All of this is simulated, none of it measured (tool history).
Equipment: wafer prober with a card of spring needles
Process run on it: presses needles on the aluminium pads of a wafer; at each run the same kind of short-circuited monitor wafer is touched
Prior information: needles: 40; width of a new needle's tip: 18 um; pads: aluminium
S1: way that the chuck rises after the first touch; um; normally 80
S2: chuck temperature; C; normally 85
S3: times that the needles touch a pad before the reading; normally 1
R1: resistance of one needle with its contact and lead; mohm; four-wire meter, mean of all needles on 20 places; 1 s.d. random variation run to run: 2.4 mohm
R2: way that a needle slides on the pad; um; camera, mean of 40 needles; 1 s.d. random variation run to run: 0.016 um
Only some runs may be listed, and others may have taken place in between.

run	hour	S1	S2	S3	R1	R2
1	0	80	85	1	271	9.77
# hour 4: tips cleaned on abrasive film
# hour 10.5: tips cleaned on abrasive film
# hour 15.7: tips cleaned on abrasive film
# hour 22.3: tips cleaned on abrasive film
2	26.4	80	85	1	274	9.73
# hour 27.8: tips cleaned on abrasive film
# hour 34.3: tips cleaned on abrasive film
# hour 40.8: tips cleaned on abrasive film
# hour 46.1: tips cleaned on abrasive film
# hour 52.6: tips cleaned on abrasive film
# hour 59.1: tips cleaned on abrasive film
# hour 64.4: tips cleaned on abrasive film
3	67.9	80	85	1	276	9.77
# hour 70.6: tips cleaned on abrasive film
# hour 77.1: tips cleaned on abrasive film
# hour 83.6: tips cleaned on abrasive film
# hour 88.9: tips cleaned on abrasive film
4	91.8	80	51	1	267	9.77
# hour 94.4: tips cleaned on abrasive film
# hour 99.7: tips cleaned on abrasive film
# hour 106.2: tips cleaned on abrasive film
# hour 111.4: tips cleaned on abrasive film
# hour 118: tips cleaned on abrasive film
5	119.7	80	81	1	273	9.81
# hour 123.6: tips cleaned on abrasive film
# hour 130.1: tips cleaned on abrasive film
# hour 136.7: tips cleaned on abrasive film
# hour 143.2: tips cleaned on abrasive film
6	144.8	80	69	1	271	9.79
# hour 148.7: tips cleaned on abrasive film
# hour 154: tips cleaned on abrasive film
# hour 160.5: tips cleaned on abrasive film
# hour 167: tips cleaned on abrasive film
# hour 173.5: tips cleaned on abrasive film
# hour 178.8: tips cleaned on abrasive film
# hour 185.3: tips cleaned on abrasive film
# hour 190.5: tips cleaned on abrasive film
7	194.2	80	85	1	272	9.82
# hour 196.9: tips cleaned on abrasive film
# hour 202.1: tips cleaned on abrasive film
# hour 208.7: tips cleaned on abrasive film
# hour 215.2: tips cleaned on abrasive film
# hour 216.8: height of the first contact set anew
# hour 220.7: tips cleaned on abrasive film
8	222.1	80	26	1	254	9.79
# hour 226.1: tips cleaned on abrasive film
# hour 231.3: tips cleaned on abrasive film
# hour 237.9: tips cleaned on abrasive film
# hour 243.1: tips cleaned on abrasive film
# hour 255.1: card fitted with new needles
# hour 261.6: tips cleaned on abrasive film
# hour 268.1: tips cleaned on abrasive film
9	270.9	89	85	1	272	10.95
# hour 273.5: tips cleaned on abrasive film
# hour 278.8: tips cleaned on abrasive film
# hour 285.3: tips cleaned on abrasive film
# hour 291.8: tips cleaned on abrasive film
# hour 298.4: tips cleaned on abrasive film
# hour 304.9: tips cleaned on abrasive film
# hour 311.4: tips cleaned on abrasive film
10	312.7	67	85	1	276	8.24
# hour 317.9: tips cleaned on abrasive film
# hour 323.2: tips cleaned on abrasive film
# hour 329.7: tips cleaned on abrasive film
# hour 336.2: tips cleaned on abrasive film
# hour 341.4: tips cleaned on abrasive film
11	342.7	80	85	1	271	9.87
# hour 347.8: tips cleaned on abrasive film
# hour 353: tips cleaned on abrasive film
# hour 359.6: tips cleaned on abrasive film
# hour 364.8: tips cleaned on abrasive film
# hour 370: tips cleaned on abrasive film
12	374.3	80	85	2	273	9.85
# hour 375.7: tips cleaned on abrasive film
# hour 380.9: tips cleaned on abrasive film
# hour 387.5: tips cleaned on abrasive film
# hour 392.7: tips cleaned on abrasive film
# hour 399.2: tips cleaned on abrasive film
# hour 404.5: tips cleaned on abrasive film
# hour 409.7: tips cleaned on abrasive film
13	412.2	77	30	1	258	9.53
# hour 416.1: tips cleaned on abrasive film
# hour 421.4: tips cleaned on abrasive film
# hour 427.9: tips cleaned on abrasive film
# hour 434.4: tips cleaned on abrasive film
# hour 440.9: tips cleaned on abrasive film
# hour 446.2: tips cleaned on abrasive film
# hour 451.4: tips cleaned on abrasive film
# hour 458: tips cleaned on abrasive film
14	462.4	73	47	1	263	9.05
# hour 463.8: tips cleaned on abrasive film
# hour 470.3: tips cleaned on abrasive film
# hour 476.8: tips cleaned on abrasive film
# hour 483.3: tips cleaned on abrasive film
# hour 488.6: tips cleaned on abrasive film
# hour 493.8: tips cleaned on abrasive film
# hour 499.1: tips cleaned on abrasive film
# hour 505.6: tips cleaned on abrasive film
15	510	73	47	1	264	9.02
# hour 511.4: tips cleaned on abrasive film
# hour 517.9: tips cleaned on abrasive film
# hour 519.5: height of the first contact set anew
# hour 524.7: tips cleaned on abrasive film
# hour 530: tips cleaned on abrasive film
16	533.3	71	111	1	279	8.8
# hour 536: tips cleaned on abrasive film
# hour 542.5: tips cleaned on abrasive film
# hour 547.8: tips cleaned on abrasive film
# hour 554.3: tips cleaned on abrasive film
# hour 559.5: tips cleaned on abrasive film
17	559.6	71	111	1	283	8.78
# hour 564.8: tips cleaned on abrasive film
# hour 571.3: tips cleaned on abrasive film
# hour 576.6: tips cleaned on abrasive film
# hour 581.8: tips cleaned on abrasive film
# hour 588.4: tips cleaned on abrasive film
# hour 594.9: tips cleaned on abrasive film
# hour 600.1: tips cleaned on abrasive film
# hour 605.4: tips cleaned on abrasive film
18	605.8	83	85	2	269	10.32
# hour 611: tips cleaned on abrasive film
# hour 617.6: tips cleaned on abrasive film
# hour 622.8: tips cleaned on abrasive film
# hour 629.3: tips cleaned on abrasive film
# hour 635.8: tips cleaned on abrasive film
# hour 642.4: tips cleaned on abrasive film
# hour 647.6: tips cleaned on abrasive film
# hour 653.7: tips cleaned on abrasive film
19	653.7	83	85	2	271	10.3
# hour 660.3: tips cleaned on abrasive film
# hour 666.8: tips cleaned on abrasive film
# hour 672: tips cleaned on abrasive film
# hour 678.5: tips cleaned on abrasive film
# hour 684.9: tips cleaned on abrasive film
20	684.9	96	64	1	265	11.97
# hour 691.4: tips cleaned on abrasive film
# hour 698: tips cleaned on abrasive film
# hour 703.2: tips cleaned on abrasive film
# hour 708.4: tips cleaned on abrasive film
# hour 715: tips cleaned on abrasive film
# hour 721.5: tips cleaned on abrasive film
21	726.1	96	64	1	268	11.96
# hour 727.5: tips cleaned on abrasive film
# hour 734: tips cleaned on abrasive film
# hour 739.3: tips cleaned on abrasive film
# hour 744.5: tips cleaned on abrasive film
# hour 751: tips cleaned on abrasive film
# hour 757.6: tips cleaned on abrasive film
# hour 762.8: tips cleaned on abrasive film
# hour 768: tips cleaned on abrasive film
# hour 774.6: tips cleaned on abrasive film
22	776.5	96	64	1	269	11.98

Results per run with the tool's hidden condition removed, run-to-run variation unchanged:
Unlogged tool condition in this case: debris on the tips, nm; way that the needles fall short of the set height, um; tips' diameter, um; drift of the gauge itself on contact_mohm, %; drift of the gauge itself on scrub_um, %.
run	R2
1	9.77
2	9.72
3	9.75
4	9.75
5	9.77
6	9.75
7	9.77
8	9.73
9	10.87
10	8.16
11	9.78
12	9.75
13	9.41
14	8.93
15	8.88
16	8.66
17	8.63
18	10.13
19	10.11
20	11.73
21	11.71
22	11.71
For R1, the value without the hidden state is never more than 1 mohm from the measured value.
